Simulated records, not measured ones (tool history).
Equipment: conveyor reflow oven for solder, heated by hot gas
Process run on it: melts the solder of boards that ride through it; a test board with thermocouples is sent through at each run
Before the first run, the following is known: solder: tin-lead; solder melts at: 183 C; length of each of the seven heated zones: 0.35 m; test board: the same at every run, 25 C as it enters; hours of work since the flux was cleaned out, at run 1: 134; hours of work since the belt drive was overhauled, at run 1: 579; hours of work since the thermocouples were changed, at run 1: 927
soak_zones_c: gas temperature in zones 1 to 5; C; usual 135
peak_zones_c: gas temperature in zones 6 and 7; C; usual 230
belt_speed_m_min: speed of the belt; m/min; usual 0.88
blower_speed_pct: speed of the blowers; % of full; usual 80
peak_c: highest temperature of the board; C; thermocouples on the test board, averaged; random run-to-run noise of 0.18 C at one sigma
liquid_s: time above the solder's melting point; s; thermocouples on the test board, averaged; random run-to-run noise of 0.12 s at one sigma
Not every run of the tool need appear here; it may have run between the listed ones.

| run | hour | soak_zones_c | peak_zones_c | belt_speed_m_min | blower_speed_pct | hours of work since the flux was cleaned out | hours of work since the belt drive was overhauled | hours of work since the thermocouples were changed | peak_c | liquid_s |
|---|---|---|---|---|---|---|---|---|---|---|
| 1 | 0 | 135 | 230 | 0.88 | 80 | 134 | 579 | 927 | 218.3 | 36.2 |
|  | 42.5 | flux residue cleaned out of gas plates and filters |
| 2 | 57 | 135 | 230 | 0.88 | 80 | 7 | 604 | 952 | 219.3 | 37.2 |
| 3 | 122.6 | 135 | 227 | 0.88 | 80 | 39 | 636 | 983 | 216 | 35.7 |
| 4 | 176.5 | 135 | 241 | 0.88 | 80 | 65 | 662 | 1009 | 229 | 40.6 |
| 5 | 220.6 | 135 | 230 | 0.88 | 81 | 86 | 683 | 1031 | 219.2 | 36.8 |
| 6 | 253.3 | 120 | 230 | 0.88 | 81 | 102 | 699 | 1046 | 217.1 | 33.2 |
| 7 | 301.7 | 135 | 230 | 0.88 | 80 | 125 | 722 | 1070 | 218.6 | 36.7 |
|  | 365.6 | flux residue cleaned out of gas plates and filters |
| 8 | 374.8 | 135 | 230 | 0.88 | 80 | 4 | 755 | 1103 | 219.8 | 37.4 |
| 9 | 415.9 | 135 | 230 | 0.88 | 80 | 24 | 775 | 1122 | 219.6 | 37.2 |
| 10 | 472.6 | 135 | 230 | 1.035 | 80 | 52 | 802 | 1150 | 214.5 | 28.9 |
| 11 | 512.7 | 135 | 230 | 1.035 | 80 | 71 | 822 | 1169 | 214.6 | 28.9 |
| 12 | 560.3 | 135 | 230 | 1.035 | 80 | 94 | 845 | 1192 | 214.3 | 28.9 |
| 13 | 615 | 135 | 230 | 1.035 | 80 | 120 | 871 | 1218 | 213.9 | 28.9 |
| 14 | 656.9 | 135 | 230 | 1.035 | 80 | 140 | 891 | 1239 | 214.4 | 28.8 |
|  | 685.7 | flux residue cleaned out of gas plates and filters |
| 15 | 694.7 | 135 | 230 | 0.88 | 51 | 4 | 907 | 1254 | 210.6 | 31.6 |
| 16 | 750.5 | 135 | 230 | 0.88 | 51 | 31 | 934 | 1281 | 210.5 | 31.1 |
|  | 776.8 | thermocouples of zones 6 and 7 changed |
| 17 | 782.2 | 135 | 230 | 0.88 | 51 | 46 | 948 | 3 | 208.3 | 29.9 |
| 18 | 831.3 | 123 | 222 | 0.88 | 56 | 69 | 972 | 26 | 201.3 | 22.5 |
| 19 | 876.1 | 145 | 222 | 0.88 | 88 | 91 | 993 | 48 | 212.5 | 36.9 |
| 20 | 911.5 | 145 | 222 | 0.88 | 88 | 108 | 1011 | 65 | 212.7 | 36.7 |
| 21 | 970.4 | 145 | 222 | 0.88 | 88 | 136 | 1039 | 93 | 212.8 | 36.8 |
|  | 1006.1 | flux residue cleaned out of gas plates and filters |
| 22 | 1033.2 | 145 | 222 | 0.88 | 88 | 13 | 1067 | 121 | 213.2 | 37.4 |
| 23 | 1066.3 | 145 | 222 | 0.88 | 79 | 29 | 1083 | 137 | 212.1 | 36.2 |
| 24 | 1101 | 145 | 222 | 0.88 | 79 | 46 | 1099 | 154 | 211.5 | 36.3 |
| 25 | 1129.8 | 125 | 222 | 0.947 | 79 | 60 | 1113 | 168 | 207.4 | 26.3 |
| 26 | 1177.2 | 125 | 222 | 0.947 | 79 | 82 | 1136 | 191 | 207.2 | 26.3 |
| 27 | 1227.8 | 134 | 233 | 0.71 | 67 | 107 | 1161 | 215 | 223.2 | 48.5 |
| 28 | 1285.9 | 134 | 233 | 0.71 | 67 | 135 | 1189 | 243 | 222.8 | 48.2 |
|  | 1326.3 | flux residue cleaned out of gas plates and filters |
| 29 | 1330.5 | 135 | 219 | 0.88 | 71 | 2 | 1208 | 262 | 206.4 | 30.4 |
| 30 | 1376.1 | 135 | 219 | 0.88 | 71 | 24 | 1230 | 284 | 206.6 | 30.3 |
| 31 | 1442.9 | 135 | 219 | 0.88 | 71 | 56 | 1262 | 316 | 206.6 | 30 |

Here are 3 independent what-if runs from the current tool condition. What would each one return?
| A | 1507.6 | 138 | 234 | 0.88 | 80 | 87 | 1293 | 347 | ? | ? |
| B | 1507.6 | 135 | 241 | 0.802 | 71 | 87 | 1293 | 347 | ? | ? |
| C | 1507.6 | 124 | 232 | 0.811 | 80 | 87 | 1293 | 347 | ? | ? |

| run | peak_c | liquid_s |
|---|---|---|
| A | 222.1 | 39.1 |
| B | 228.3 | 45.2 |
| C | 220.4 | 39.4 |
Without the tool's hidden state the same runs would have given:
| run | peak_c | liquid_s |
|---|---|---|
| A | 221.8 | 38.3 |
| B | 227.9 | 44.2 |
| C | 220.1 | 38.6 |

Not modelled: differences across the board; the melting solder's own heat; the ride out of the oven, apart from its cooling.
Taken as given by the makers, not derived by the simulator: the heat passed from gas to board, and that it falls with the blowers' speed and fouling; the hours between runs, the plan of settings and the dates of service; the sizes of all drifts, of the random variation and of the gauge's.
